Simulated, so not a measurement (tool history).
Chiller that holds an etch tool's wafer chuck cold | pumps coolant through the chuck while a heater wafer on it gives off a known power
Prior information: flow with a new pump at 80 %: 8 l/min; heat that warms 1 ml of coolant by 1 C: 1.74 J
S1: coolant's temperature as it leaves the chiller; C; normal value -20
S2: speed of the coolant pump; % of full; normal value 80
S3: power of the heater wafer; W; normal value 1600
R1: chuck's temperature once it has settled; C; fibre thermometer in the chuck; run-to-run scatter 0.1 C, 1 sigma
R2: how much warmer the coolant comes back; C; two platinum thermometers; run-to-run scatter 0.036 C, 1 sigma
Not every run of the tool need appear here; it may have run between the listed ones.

| run | hour | S1 | S2 | S3 | R1 | R2 |
|---|---|---|---|---|---|---|
| 1 | 0 | -20 | 80 | 1600 | -3.7 | 7.09 |
| 2 | 44.6 | -20 | 80 | 1022 | -9.3 | 4.57 |
| 3 | 87.5 | -20 | 91 | 1600 | -4.6 | 6.35 |
| 4 | 122.4 | -20 | 91 | 1600 | -4.7 | 6.3 |
| 5 | 169.5 | -20 | 91 | 1976 | -1.2 | 7.79 |
| 6 | 207.7 | -20 | 91 | 1976 | -1.2 | 7.82 |
| 7 | 267.8 | -20 | 91 | 1976 | -1.2 | 7.78 |
| 8 | 309 | -20 | 80 | 1644 | -3.2 | 7.33 |
| 9 | 373 | -20 | 80 | 1644 | -3.1 | 7.37 |
| 10 | 418.4 | -20 | 80 | 1644 | -3 | 7.33 |
| 11 | 484.3 | -20 | 80 | 1644 | -3.2 | 7.38 |
|  | 490.2 | chiller's thermometer calibrated |
| 12 | 536.2 | -20 | 80 | 1644 | -2.6 | 7.35 |
| 13 | 612.6 | -20 | 64 | 1644 | -0.2 | 9.15 |
| 14 | 671.7 | -20 | 64 | 1644 | -0.1 | 9.19 |
|  | 714.9 | chiller's thermometer calibrated, once more |
| 15 | 721.1 | -20 | 80 | 1600 | -3.8 | 7.18 |
| 16 | 789.7 | -20 | 80 | 1600 | -3.7 | 7.23 |
| 17 | 844.8 | -12 | 79 | 1192 | 0.2 | 5.44 |
| 18 | 914.9 | -22 | 83 | 1192 | -10.2 | 5.16 |
| 19 | 994.5 | -22 | 83 | 1192 | -10 | 5.21 |
| 20 | 1057.8 | -22 | 83 | 1192 | -9.9 | 5.21 |
| 21 | 1093.4 | -14 | 61 | 1458 | 3.9 | 8.49 |
| 22 | 1166.1 | -14 | 61 | 1068 | -0.9 | 6.28 |
| 23 | 1204.4 | -14 | 61 | 1068 | -0.8 | 6.25 |
| 24 | 1273.9 | -20 | 98 | 1600 | -5.4 | 5.93 |
| 25 | 1311.5 | -11 | 80 | 1590 | 5.5 | 7.1 |
| 26 | 1352.4 | -11 | 80 | 1590 | 5.6 | 7.14 |
| 27 | 1397.2 | -13 | 86 | 1320 | 0.1 | 5.55 |
| 28 | 1475.2 | -10 | 84 | 1278 | 3 | 5.52 |
| 29 | 1515.7 | -24 | 75 | 1278 | -10.2 | 6.15 |
| 30 | 1573.1 | -27 | 62 | 927 | -15.5 | 5.37 |
| 31 | 1648.5 | -21 | 67 | 1495 | -3.6 | 8.03 |

Each row is a separate what-if for the run after 31, all from the same tool condition, not one after another. Results?
| A | 1725.5 | -27 | 77 | 1495 | ? | ? |
| B | 1725.5 | -17 | 67 | 2084 | ? | ? |
| C | 1725.5 | -21 | 76 | 995 | ? | ? |
| D | 1725.5 | -17 | 75 | 818 | ? | ? |

| run | R1 | R2 |
|---|---|---|
| A | -11 | 7.08 |
| B | 7.3 | 11.3 |
| C | -10.1 | 4.74 |
| D | -8.1 | 3.97 |
Take away the tool's hidden state, keep each run's random variation, and the runs would have read:
| run | R1 | R2 |
|---|---|---|
| A | -12.3 | 6.75 |
| B | 5.4 | 10.76 |
| C | -11.1 | 4.52 |
| D | -8.9 | 3.78 |
